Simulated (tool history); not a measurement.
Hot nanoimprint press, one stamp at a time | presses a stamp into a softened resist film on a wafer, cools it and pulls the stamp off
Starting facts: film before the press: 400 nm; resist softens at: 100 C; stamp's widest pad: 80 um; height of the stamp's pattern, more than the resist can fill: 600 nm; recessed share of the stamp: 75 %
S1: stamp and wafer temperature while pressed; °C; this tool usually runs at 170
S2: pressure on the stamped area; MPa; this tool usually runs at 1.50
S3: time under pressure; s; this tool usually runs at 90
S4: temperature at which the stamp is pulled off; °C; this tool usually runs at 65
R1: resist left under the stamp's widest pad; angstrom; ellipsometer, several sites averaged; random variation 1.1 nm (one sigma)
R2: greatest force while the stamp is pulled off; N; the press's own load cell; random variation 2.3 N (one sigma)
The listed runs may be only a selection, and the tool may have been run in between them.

run,day,S1,S2,S3,S4,R1,R2
1,0.000,170,1.50,90,65,1685,124
2,0.775,170,1.50,90,65,1664,120
3,1.767,170,1.50,90,65,1683,129
4,2.654,170,1.50,90,65,1686,130
5,3.829,170,1.50,55,65,2027,128
6,4.521,170,1.50,90,65,1707,130
# day 5.483: press's hydraulic seals changed and the load cell set to zero
7,5.938,170,1.50,90,73,1686,119
8,6.633,170,1.50,90,65,1658,133
9,7.267,170,1.50,90,65,1692,136
10,8.188,170,1.50,90,65,1677,138
11,8.738,170,1.50,90,65,1686,138
12,9.921,170,1.46,90,65,1724,140
13,10.771,170,1.17,90,65,1927,140
# day 10.954: plate thermocouple calibrated
14,11.625,170,1.50,90,65,1714,147
15,12.754,170,1.50,90,65,1742,144
16,13.808,170,1.50,46,61,2176,153
17,14.742,167,1.12,178,67,1765,145
# day 15.167: stamp cleaned and given a new release coat
18,15.617,167,1.86,129,67,1567,109
19,16.192,167,1.86,129,67,1570,110
# day 17.133: plate thermocouple calibrated, once more
20,17.133,167,1.86,129,67,1478,108
21,17.783,167,1.86,129,67,1489,111
22,18.712,178,1.39,47,68,1570,108
23,19.246,178,1.39,47,68,1579,106
24,20.504,178,1.39,47,68,1572,109
25,21.738,166,1.39,47,68,2514,117
26,23.012,170,1.70,90,51,1580,131
27,23.612,167,1.40,68,62,2176,116
28,24.258,167,1.58,68,58,2080,134
29,25.175,167,1.82,59,58,2072,127

Predict each of these 4 candidate next runs independently; none follows another, all start after run 29:
A,26.408,158,1.50,90,65,?,?
B,26.408,170,1.30,90,65,?,?
C,26.408,167,1.74,61,58,?,?
D,26.408,170,1.50,60,65,?,?

run,R1,R2
A,2738,122
B,1819,129
C,2104,132
D,1958,121
Without the tool's unlogged condition, the same runs would have read:
run,R1,R2
A,2678,104
B,1770,111
C,2042,113
D,1904,103
